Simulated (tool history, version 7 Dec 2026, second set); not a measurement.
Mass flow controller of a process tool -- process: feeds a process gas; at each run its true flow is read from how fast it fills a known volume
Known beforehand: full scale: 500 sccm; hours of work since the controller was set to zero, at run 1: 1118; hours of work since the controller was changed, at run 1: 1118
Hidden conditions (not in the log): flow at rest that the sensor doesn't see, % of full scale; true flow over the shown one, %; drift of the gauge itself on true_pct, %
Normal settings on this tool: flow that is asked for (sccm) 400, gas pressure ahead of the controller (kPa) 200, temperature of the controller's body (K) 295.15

run      day  flow that is asked for (sccm)  gas pressure ahead of the controller (kPa)  temperature of the controller's body (K)  hours of work since the controller was set to zero  hours of work since the controller was changed  true flow (%)
  1    0.000                            400                                         200                                    295.15                                                1118                                            1118          99.05
  2    1.638                            400                                         200                                    295.15                                                1132                                            1132          99.08
  3    4.321                            400                                         200                                    295.15                                                1157                                            1157          99.03
  4    5.871                            400                                         200                                    295.15                                                1171                                            1171          99.03
  5    7.738                            400                                         200                                    295.15                                                1188                                            1188          98.99
  6   10.004                            309                                         200                                    295.15                                                1209                                            1209          98.43
  7   12.200                            400                                         200                                    295.15                                                1229                                            1229          99.06
  8   13.912                            400                                         200                                    295.15                                                1245                                            1245          99.01
  9   15.600                            400                                         200                                    295.15                                                1260                                            1260          98.99
 10   17.500                            400                                         200                                    295.15                                                1278                                            1278          99.04
 11   20.583                            400                                         200                                    295.15                                                1306                                            1306          99.02
 12   23.796                            400                                         200                                    295.15                                                1335                                            1335          98.98
 13   26.071                            400                                         200                                    295.15                                                1356                                            1356          99.06
 14   27.383                            400                                         200                                    295.15                                                1368                                            1368          99.01
 15   29.171                            400                                         211                                    295.15                                                1384                                            1384          99.10
 16   31.504                            400                                         211                                    295.15                                                1406                                            1406          99.06
 17   34.058                            434                                         200                                    295.15                                                1429                                            1429          99.24
 18   37.267                            434                                         200                                    295.15                                                1458                                            1458          99.28
 19   40.042                            434                                         200                                    295.15                                                1484                                            1484          99.25
 20   42.362                            137                                         200                                    295.15                                                1505                                            1505          96.54
 21   44.504                            137                                         200                                    295.15                                                1525                                            1525          96.53
 22   47.375                            137                                         200                                    295.15                                                1551                                            1551          96.50
 23   50.008                            400                                         280                                    295.15                                                1575                                            1575          99.23
 24   51.758                            400                                         200                                    295.15                                                1591                                            1591          98.95
 25   54.808                            400                                         200                                    295.15                                                1619                                            1619          99.03
 26   56.379                             82                                         246                                    298.15                                                1633                                            1633          95.34
 27   59.467                             61                                         217                                    309.15                                                1662                                            1662          94.42
 28   61.117                            135                                         165                                    293.15                                                1677                                            1677          96.31
 29   63.471                            370                                         200                                    295.15                                                1698                                            1698          98.77
 30   66.554                            370                                         179                                    295.15                                                1726                                            1726          98.70
 31   69.112                            263                                         156                                    302.15                                                1750                                            1750          98.04
 32   70.696                            109                                         170                                    293.15                                                1764                                            1764          95.67
 33   72.500                             57                                         243                                    300.15                                                1781                                            1781          93.78
 34   74.829                            110                                         200                                    311.15                                                1802                                            1802          96.26
 35   77.212                            110                                         200                                    311.15                                                1824                                            1824          96.24
 36   79.000                            410                                         266                                    300.15                                                1840                                            1840          99.35
 37   80.338                            176                                         169                                    295.15                                                1852                                            1852          96.84
 38   81.725                            176                                         169                                    295.15                                                1865                                            1865          96.87
 39   83.546                             91                                         224                                    295.15                                                1882                                            1882          95.16
 40   85.879                             91                                         224                                    295.15                                                1903                                            1903          95.14
 41   89.017                             91                                         224                                    295.15                                                1932                                            1932          95.11
 42   92.121                            116                                         183                                    295.15                                                1960                                            1960          95.75
 43   95.200                             52                                         153                                    298.15                                                1988                                            1988          92.62
 44   96.629                             52                                         153                                    298.15                                                2002                                            2002          92.49
 45   98.383                             52                                         153                                    298.15                                                2018                                            2018          92.47
 46  100.825                             52                                         153                                    298.15                                                2040                                            2040          92.47
 47  102.296                            104                                         154                                    303.15                                                2053                                            2053          95.48

Below are 3 alternative next runs, each starting from the tool's condition after run 47. Predict each:
  A  104.688                            104                                         179                                    303.15                                                2075                                            2075              ?
  B  104.688                            104                                         154                                    312.15                                                2075                                            2075              ?
  C  104.688                            224                                         200                                    299.15                                                2075                                            2075              ?

run  true flow (%)
  A          95.51
  B          95.65
  C          97.51
With no hidden state in the tool, these same runs would have given:
run  true flow (%)
  A          97.90
  B          98.04
  C          98.48
